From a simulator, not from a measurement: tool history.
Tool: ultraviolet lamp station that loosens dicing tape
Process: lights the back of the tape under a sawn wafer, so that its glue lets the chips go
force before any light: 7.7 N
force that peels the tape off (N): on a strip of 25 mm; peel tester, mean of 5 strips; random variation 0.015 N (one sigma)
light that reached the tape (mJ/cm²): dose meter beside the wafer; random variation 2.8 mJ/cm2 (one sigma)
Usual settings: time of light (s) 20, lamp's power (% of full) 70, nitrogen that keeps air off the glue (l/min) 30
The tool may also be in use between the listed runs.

run   hour  time of light (s)  lamp's power (% of full)  nitrogen that keeps air off the glue (l/min)  force that peels the tape off (N)  light that reached the tape (mJ/cm²)
  1    0.0                 20                        70                                            30                              0.998                                   325
  2   13.8                 20                        70                                            30                              1.011                                   322
  3   27.8                 20                        70                                            30                              1.081                                   321
  4   36.9                 20                        70                                            30                              1.035                                   320
  5   54.3                 20                        70                                            30                              1.057                                   316
  6   64.6                 20                        70                                            30                              1.056                                   314
  7   76.3                 20                        70                                            11                              1.590                                   315
  8   93.7                 20                        62                                            30                              1.332                                   281
  9  110.8                 20                        70                                            30                              1.150                                   315
 10  119.4                 20                        70                                            30                              1.124                                   309
 11  131.0                 20                        70                                            30                              1.124                                   312
 12  147.1                 20                        70                                            30                              1.166                                   308
 13  156.3                 20                        70                                            30                              1.189                                   309
 14  167.6                 20                        98                                            30                              0.581                                   426
 15  185.4                 34                        70                                            30                              0.378                                   510
 16  204.0                 27                        70                                            30                              0.457                                   471
 17  213.8                 27                        70                                            30                              0.474                                   462
 18  231.1                 27                        70                                            30                              0.466                                   468
 19  240.1                 27                        70                                            30                              0.481                                   464
 20  253.7                 27                        70                                            30                              0.471                                   460
 21  269.4                 27                        70                                            30                              0.510                                   458
 22  279.6                 13                        75                                            59                              1.426                                   237
 23  290.2                 33                        88                                            20                              0.224                                   701
 24  304.4                 13                        66                                            20                              2.319                                   206
 25  314.3                 14                        62                                            20                              2.331                                   205
 26  332.0                 20                        62                                            41                              1.141                                   293
 27  350.1                 14                        64                                            12                              2.641                                   209
 28  362.3                 11                        94                                            13                              2.179                                   244
 29  378.3                 11                        94                                            13                              2.186                                   241
 30  393.2                 16                        94                                            43                              0.783                                   342
 31  410.8                 11                        80                                            43                              1.933                                   201
 32  421.9                 11                        80                                            43                              1.930                                   199
 33  435.6                 11                        80                                            32                              2.201                                   198
 34  443.4                 23                        80                                            42                              0.528                                   418
 35  456.2                 25                        87                                            24                              0.461                                   488
 36  464.6                 25                        87                                            24                              0.480                                   491
 37  480.2                 25                        87                                            24                              0.473                                   483
 38  493.4                 25                        87                                            24                              0.506                                   486
 39  511.0                 37                        97                                            24                              0.169                                   784
 40  525.2                 37                        97                                            24                              0.165                                   786
 41  542.3                 37                        97                                            24                              0.171                                   784
 42  557.6                 20                        60                                            20                              1.699                                   261

Taken out of this log: 1 entry between the listed runs. Where each belongs, and how the hidden state differs across it:
Between runs 15 and 16: window cleaned of glue's vapour (hour 198.5)
  lamp's light, % of a new lamp's: 90.6 -> 90.4; light that the window lets through, % of a clean one's: 86.1 -> 99.6
  measured less the result without the state, force that peels the tape off (N): +0.167 -> +0.100; light that reached the tape (mJ/cm²): -145 -> -51
